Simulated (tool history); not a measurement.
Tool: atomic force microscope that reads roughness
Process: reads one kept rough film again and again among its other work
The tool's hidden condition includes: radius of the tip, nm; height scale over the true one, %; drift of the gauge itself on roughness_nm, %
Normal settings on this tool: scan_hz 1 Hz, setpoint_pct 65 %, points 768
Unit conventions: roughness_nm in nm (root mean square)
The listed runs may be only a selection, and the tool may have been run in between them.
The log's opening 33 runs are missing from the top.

run	hour	scan_hz	setpoint_pct	points	pictures with this tip	hours of work since the height scale was calibrated	roughness_nm
34	239.7	0.71	65	514	209	195	0.624
# hour 241.1: new tip fitted
35	245.1	1	64	855	6	199	0.622
36	253.6	1.21	89	652	19	205	0.557
37	258.2	2.76	66	652	26	208	0.583
38	262.4	1	70	774	32	211	0.623
39	268.2	3.11	57	530	41	216	0.604
40	277.5	3.11	57	530	54	222	0.603
41	285.3	1	75	383	66	228	0.598
42	290.7	0.54	72	370	74	232	0.622
43	295.6	0.54	72	370	82	235	0.624
44	300.9	1.21	65	558	90	239	0.619
45	308.8	1.21	65	558	102	245	0.622
46	317.8	1.7	65	1013	115	252	0.606
47	322.3	1	87	768	122	255	0.575
48	327.7	1.66	73	1015	130	259	0.591
49	336.4	0.57	81	768	143	265	0.611
50	341.5	2.5	63	768	151	269	0.598
51	348	1	70	684	160	273	0.622
52	357.3	1	63	768	174	280	0.618
53	363.3	0.57	71	768	183	285	0.623
54	368.6	1	89	319	191	288	0.571

Alternative continuations, all from the tool just after run 54; predict every row:
A	375.9	1.1	89	319	202	294	?
B	375.9	3.19	66	856	202	294	?
C	375.9	1	77	319	202	294	?

run	roughness_nm
A	0.558
B	0.569
C	0.594
What these runs would have given with no unlogged condition in the tool:
run	roughness_nm
A	0.559
B	0.57
C	0.595
